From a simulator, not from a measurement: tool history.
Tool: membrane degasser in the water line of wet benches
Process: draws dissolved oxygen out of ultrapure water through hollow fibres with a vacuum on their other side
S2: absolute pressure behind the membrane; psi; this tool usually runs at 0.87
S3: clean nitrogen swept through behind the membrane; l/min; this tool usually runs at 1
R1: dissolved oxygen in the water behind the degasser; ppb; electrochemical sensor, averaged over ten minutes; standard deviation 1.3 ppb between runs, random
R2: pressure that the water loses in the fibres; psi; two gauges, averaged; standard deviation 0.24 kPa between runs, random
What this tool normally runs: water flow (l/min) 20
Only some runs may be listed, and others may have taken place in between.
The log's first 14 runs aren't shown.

Run 15, day 23.329: usual settings but S3 0.98 l/min. Result: R1 146.5 ppb, R2 9.152 psi.
Run 16, day 25.158: usual settings. Result: R1 145.6 ppb, R2 9.188 psi.
Run 17, day 27.446: usual settings but S2 0.759 psi, S3 0.46 l/min. Result: R1 200.5 ppb, R2 9.124 psi.
Run 18, day 29.4: usual settings but S3 0.93 l/min. Result: R1 154.8 ppb, R2 9.105 psi.
Run 19, day 31.488: usual settings but water flow (l/min) 24, S2 0.576 psi, S3 0.46 l/min. Result: R1 126 ppb, R2 10.998 psi.
Run 20, day 32.542: usual settings but water flow (l/min) 24, S2 0.576 psi, S3 0.46 l/min. Result: R1 126 ppb, R2 10.982 psi.
Run 21, day 34.229: usual settings but S2 0.595 psi. Result: R1 61.8 ppb, R2 9.188 psi.
Run 22, day 35.442: usual settings but S2 1.41 psi, S3 0.42 l/min. Result: R1 603.6 ppb, R2 9.227 psi.
Run 23, day 37.079: usual settings but S2 1.41 psi, S3 0.42 l/min. Result: R1 606.7 ppb, R2 9.184 psi.
Run 24, day 38.196: usual settings but water flow (l/min) 18, S2 1.914 psi, S3 0.42 l/min. Result: R1 810.5 ppb, R2 8.337 psi.
Run 25, day 40.467: usual settings but water flow (l/min) 18, S2 1.914 psi, S3 0.42 l/min. Result: R1 802.2 ppb, R2 8.286 psi.
Run 26, day 42.083: usual settings but water flow (l/min) 18, S2 1.914 psi, S3 0.42 l/min. Result: R1 813.1 ppb, R2 8.253 psi.
Run 27, day 43.712: usual settings but S2 0.538 psi, S3 0.85 l/min. Result: R1 52.9 ppb, R2 9.216 psi.
Run 28, day 46.033: usual settings but S2 1.474 psi, S3 0.85 l/min. Result: R1 368.9 ppb, R2 9.204 psi.
Run 29, day 47.725: usual settings but S2 1.474 psi, S3 0.85 l/min. Result: R1 371 ppb, R2 9.213 psi.
Run 30, day 49.438: usual settings but water flow (l/min) 19, S2 0.763 psi, S3 2.29 l/min. Result: R1 53.8 ppb, R2 8.721 psi.
Run 31, day 51.225: usual settings but water flow (l/min) 31, S2 1.823 psi, S3 2.19 l/min. Result: R1 374.3 ppb, R2 14.28 psi.
Run 32, day 52.283: usual settings but S3 0.41 l/min. Result: R1 299 ppb, R2 9.282 psi.

Below are 4 alternative next runs, each starting from the tool's condition after run 32. Predict each:
Run A, day 54.112: usual settings but water flow (l/min) 31, S2 2.161 psi, S3 1.44 l/min. Result: R1 ?, R2 ?.
Run B, day 54.112: usual settings but water flow (l/min) 19, S3 1.23 l/min. Result: R1 ?, R2 ?.
Run C, day 54.112: usual settings but water flow (l/min) 27, S2 1.024 psi, S3 1.87 l/min. Result: R1 ?, R2 ?.
Run D, day 54.112: usual settings but water flow (l/min) 31, S2 1.936 psi, S3 0.59 l/min. Result: R1 ?, R2 ?.

run      R1      R2
  A     605  14.272
  B   119.4   8.744
  C   177.3  12.427
  D  1015.2  14.304
The same runs, with their run-to-run variation unchanged, on a tool lacking any hidden condition would have given:
run     R1      R2
  A  580.7  13.971
  B  104.1    8.56
  C    160  12.164
  D    978  14.002
